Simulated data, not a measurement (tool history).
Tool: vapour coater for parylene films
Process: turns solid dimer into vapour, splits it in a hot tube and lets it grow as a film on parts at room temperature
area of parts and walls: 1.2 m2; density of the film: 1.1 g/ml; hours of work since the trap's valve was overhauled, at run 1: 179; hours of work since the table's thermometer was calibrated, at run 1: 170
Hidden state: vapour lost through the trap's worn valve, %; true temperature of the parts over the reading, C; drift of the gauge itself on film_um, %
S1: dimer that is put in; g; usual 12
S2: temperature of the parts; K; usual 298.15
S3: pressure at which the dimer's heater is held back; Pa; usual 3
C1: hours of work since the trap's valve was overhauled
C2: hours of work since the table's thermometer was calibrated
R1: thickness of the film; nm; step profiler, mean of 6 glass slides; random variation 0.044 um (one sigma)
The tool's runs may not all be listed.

| run | hour | S1 | S2 | S3 | C1 | C2 | R1 |
|---|---|---|---|---|---|---|---|
| 1 | 0 | 12 | 298.15 | 3 | 179 | 170 | 4710 |
| 2 | 13.8 | 12 | 298.15 | 3 | 186 | 176 | 4730 |
| 3 | 26.7 | 12 | 298.15 | 6.07 | 192 | 182 | 4400 |
| 4 | 39.9 | 16 | 298.15 | 3 | 198 | 188 | 6230 |
| 5 | 54.5 | 16 | 298.15 | 3 | 204 | 195 | 6200 |
| 6 | 61.7 | 12 | 298.15 | 3 | 208 | 198 | 4730 |
| 7 | 76.4 | 12 | 298.15 | 3 | 215 | 205 | 4680 |
| 8 | 84.3 | 12 | 298.15 | 3 | 218 | 209 | 4650 |
| 9 | 94.7 | 12 | 298.15 | 3 | 223 | 214 | 4650 |
| 10 | 104 | 12 | 298.15 | 3 | 227 | 218 | 4640 |
|  | 105.9 | table's thermometer calibrated |
| 11 | 117.1 | 6 | 298.15 | 3 | 233 | 5 | 2360 |
| 12 | 127.6 | 15 | 298.15 | 3 | 238 | 10 | 5800 |
| 13 | 142.1 | 12 | 298.15 | 11.22 | 244 | 17 | 4190 |
| 14 | 154.3 | 11 | 298.15 | 11.22 | 250 | 22 | 3840 |
| 15 | 167.4 | 14 | 298.15 | 2.63 | 256 | 28 | 5440 |
| 16 | 176.3 | 22 | 290.15 | 5.02 | 260 | 32 | 11740 |

The next listed run, before its measurement:
| 17 | 188.9 | 22 | 302.15 | 2.09 | 266 | 38 | ? |

{"run 17": {"R1": 7270}}
Without the tool's hidden state the same run would have given R1 7750 nm.
